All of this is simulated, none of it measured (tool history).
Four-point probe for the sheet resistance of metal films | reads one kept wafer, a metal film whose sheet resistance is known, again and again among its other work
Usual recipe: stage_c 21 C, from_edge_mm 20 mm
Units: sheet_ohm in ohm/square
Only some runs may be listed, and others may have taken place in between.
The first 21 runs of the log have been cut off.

{"run": 22, "hour": 849.6, "stage_c": 26, "from_edge_mm": 12, "sheet_ohm": 19.808312}
{"run": 23, "hour": 900.0, "stage_c": 30, "from_edge_mm": 9, "sheet_ohm": 19.911098}
{"run": 24, "hour": 957.0, "stage_c": 32, "from_edge_mm": 4, "sheet_ohm": 20.076484}
{"run": 25, "hour": 1001.2, "stage_c": 32, "from_edge_mm": 48, "sheet_ohm": 19.903838}
{"run": 26, "hour": 1025.9, "stage_c": 20, "from_edge_mm": 12, "sheet_ohm": 19.685298}
{"run": 27, "hour": 1076.8, "stage_c": 20, "from_edge_mm": 5, "sheet_ohm": 19.771942}
{"run": 28, "hour": 1101.8, "stage_c": 27, "from_edge_mm": 4, "sheet_ohm": 19.980014}
{"run": 29, "hour": 1145.4, "stage_c": 23, "from_edge_mm": 22, "sheet_ohm": 19.735194}
{"run": 30, "hour": 1176.4, "stage_c": 23, "from_edge_mm": 22, "sheet_ohm": 19.734051}
{"run": 31, "hour": 1213.9, "stage_c": 19, "from_edge_mm": 37, "sheet_ohm": 19.65218}
{"run": 32, "hour": 1246.3, "stage_c": 34, "from_edge_mm": 4, "sheet_ohm": 20.120596}
{"run": 33, "hour": 1271.0, "stage_c": 34, "from_edge_mm": 18, "sheet_ohm": 19.962241}
{"run": 34, "hour": 1321.0, "stage_c": 34, "from_edge_mm": 18, "sheet_ohm": 19.961519}
{"run": 35, "hour": 1356.5, "stage_c": 34, "from_edge_mm": 31, "sheet_ohm": 19.94686}
{"run": 36, "hour": 1399.0, "stage_c": 21, "from_edge_mm": 5, "sheet_ohm": 19.791331}
{"run": 37, "hour": 1423.3, "stage_c": 32, "from_edge_mm": 5, "sheet_ohm": 20.013041}
{"run": 38, "hour": 1447.3, "stage_c": 27, "from_edge_mm": 10, "sheet_ohm": 19.846033}
{"run": 39, "hour": 1492.9, "stage_c": 27, "from_edge_mm": 10, "sheet_ohm": 19.84717}
{"run": 40, "hour": 1544.8, "stage_c": 27, "from_edge_mm": 10, "sheet_ohm": 19.837129}

Below are 5 alternative next runs, each starting from the tool's condition after run 40. Predict each:
{"run": "A", "hour": 1575.1, "stage_c": 29, "from_edge_mm": 6, "sheet_ohm": "?"}
{"run": "B", "hour": 1575.1, "stage_c": 26, "from_edge_mm": 57, "sheet_ohm": "?"}
{"run": "C", "hour": 1575.1, "stage_c": 22, "from_edge_mm": 11, "sheet_ohm": "?"}
{"run": "D", "hour": 1575.1, "stage_c": 25, "from_edge_mm": 6, "sheet_ohm": "?"}
{"run": "E", "hour": 1575.1, "stage_c": 20, "from_edge_mm": 25, "sheet_ohm": "?"}

run=A sheet_ohm=19.932489
run=B sheet_ohm=19.793229
run=C sheet_ohm=19.730064
run=D sheet_ohm=19.837669
run=E sheet_ohm=19.676711
With no hidden state in the tool, these same runs would have given:
run=A sheet_ohm=19.934623
run=B sheet_ohm=19.795352
run=C sheet_ohm=19.732185
run=D sheet_ohm=19.839798
run=E sheet_ohm=19.67883
